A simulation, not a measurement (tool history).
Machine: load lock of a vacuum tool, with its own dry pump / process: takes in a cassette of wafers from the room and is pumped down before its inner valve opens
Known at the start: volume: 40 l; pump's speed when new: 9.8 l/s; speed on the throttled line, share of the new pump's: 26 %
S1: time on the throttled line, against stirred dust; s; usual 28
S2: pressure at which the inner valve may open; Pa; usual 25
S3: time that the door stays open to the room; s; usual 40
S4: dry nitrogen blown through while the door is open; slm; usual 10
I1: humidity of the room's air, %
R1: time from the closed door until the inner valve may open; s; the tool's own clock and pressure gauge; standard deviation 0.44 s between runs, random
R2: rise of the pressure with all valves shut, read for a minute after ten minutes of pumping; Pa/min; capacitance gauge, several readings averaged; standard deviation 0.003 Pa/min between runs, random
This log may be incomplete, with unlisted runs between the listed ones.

| run | hour | S1 | S2 | S3 | S4 | I1 | R1 | R2 |
|---|---|---|---|---|---|---|---|---|
| 1 | 0 | 28 | 25 | 40 | 10 | 45 | 54.9 | 0.193 |
| 2 | 470 | 28 | 25 | 40 | 10 | 41.9 | 55.3 | 0.205 |
| 3 | 1089.2 | 28 | 20 | 40 | 10 | 45.1 | 57 | 0.234 |
| 4 | 1611.5 | 28 | 25 | 40 | 10 | 45.4 | 55.4 | 0.251 |
| 5 | 2008.9 | 20 | 25 | 40 | 10 | 44.8 | 50 | 0.277 |
| 6 | 2464 | 20 | 25 | 40 | 10 | 42.9 | 50.6 | 0.293 |
|  | 2499.3 | door's seal changed, seat wiped |
| 7 | 2911.6 | 20 | 25 | 40 | 10 | 47.9 | 50.1 | 0.047 |
| 8 | 3467.5 | 28 | 25 | 27 | 10 | 46 | 56.3 | 0.049 |
| 9 | 4074.4 | 28 | 25 | 27 | 10 | 43.7 | 56.2 | 0.058 |
| 10 | 4564.5 | 28 | 25 | 27 | 10 | 47.3 | 56.4 | 0.065 |
| 11 | 5145 | 28 | 31 | 27 | 10 | 42.8 | 56.1 | 0.075 |
| 12 | 5725.8 | 17 | 25 | 40 | 10 | 45 | 49 | 0.101 |
| 13 | 6239.2 | 42 | 25 | 40 | 10 | 48.3 | 68.4 | 0.119 |
| 14 | 6519.4 | 42 | 25 | 40 | 10 | 43.7 | 66.7 | 0.125 |
| 15 | 6925.6 | 42 | 25 | 72 | 10 | 43.4 | 67.1 | 0.149 |
| 16 | 7352.8 | 28 | 25 | 72 | 10 | 44.8 | 57.2 | 0.164 |
| 17 | 7934 | 28 | 25 | 72 | 10 | 43.6 | 57.2 | 0.181 |
| 18 | 8215.2 | 28 | 25 | 72 | 10 | 47.2 | 57.8 | 0.195 |
| 19 | 8622.8 | 15 | 41 | 72 | 10 | 42.5 | 46.3 | 0.209 |
| 20 | 8889.1 | 15 | 41 | 72 | 10 | 44.3 | 45.9 | 0.214 |
| 21 | 9471 | 15 | 41 | 72 | 8 | 42.8 | 46.1 | 0.245 |
| 22 | 9787.6 | 32 | 24 | 41 | 5 | 42.2 | 61.2 | 0.257 |
| 23 | 10120.5 | 50 | 38 | 49 | 10 | 44.1 | 73 | 0.266 |
|  | 10175.2 | door's seal changed, seat wiped |
| 24 | 10612.2 | 50 | 38 | 49 | 25 | 42.9 | 71.5 | 0.03 |
| 25 | 11042.9 | 33 | 21 | 49 | 25 | 45.4 | 62.8 | 0.036 |
| 26 | 11419.6 | 15 | 43 | 49 | 18 | 47.4 | 47.1 | 0.047 |
| 27 | 11908.6 | 15 | 43 | 49 | 18 | 45.3 | 47.3 | 0.062 |
| 28 | 12528.4 | 43 | 42 | 35 | 36 | 45.3 | 67.1 | 0.057 |
| 29 | 12940.4 | 28 | 25 | 38 | 8 | 43.3 | 59.5 | 0.089 |
| 30 | 13399.4 | 28 | 25 | 38 | 8 | 41.9 | 59.1 | 0.097 |
| 31 | 13666.4 | 14 | 19 | 65 | 11 | 49.7 | 50.4 | 0.114 |
| 32 | 14057.2 | 28 | 25 | 66 | 10 | 42.9 | 59.3 | 0.127 |
| 33 | 14616.5 | 28 | 25 | 66 | 10 | 44.4 | 60.4 | 0.141 |
| 34 | 15178.1 | 18 | 25 | 66 | 10 | 46.7 | 53.5 | 0.163 |
| 35 | 15710.4 | 28 | 25 | 93 | 10 | 48.2 | 59.2 | 0.194 |
| 36 | 16108.1 | 26 | 25 | 40 | 10 | 45.9 | 59.6 | 0.187 |

What if the next run were any one of these 3? Each begins from the tool's condition after run 36:
| A | 16464.5 | 25 | 25 | 40 | 5 | 50.7 | ? | ? |
| B | 16464.5 | 26 | 18 | 40 | 10 | 51 | ? | ? |
| C | 16464.5 | 28 | 21 | 40 | 10 | 48.5 | ? | ? |

| run | R1 | R2 |
|---|---|---|
| A | 58.1 | 0.211 |
| B | 60.5 | 0.207 |
| C | 61.1 | 0.204 |
Take away the tool's hidden state, keep each run's random variation, and the runs would have read:
| run | R1 | R2 |
|---|---|---|
| A | 52.4 | 0.049 |
| B | 54.5 | 0.047 |
| C | 55.2 | 0.04 |
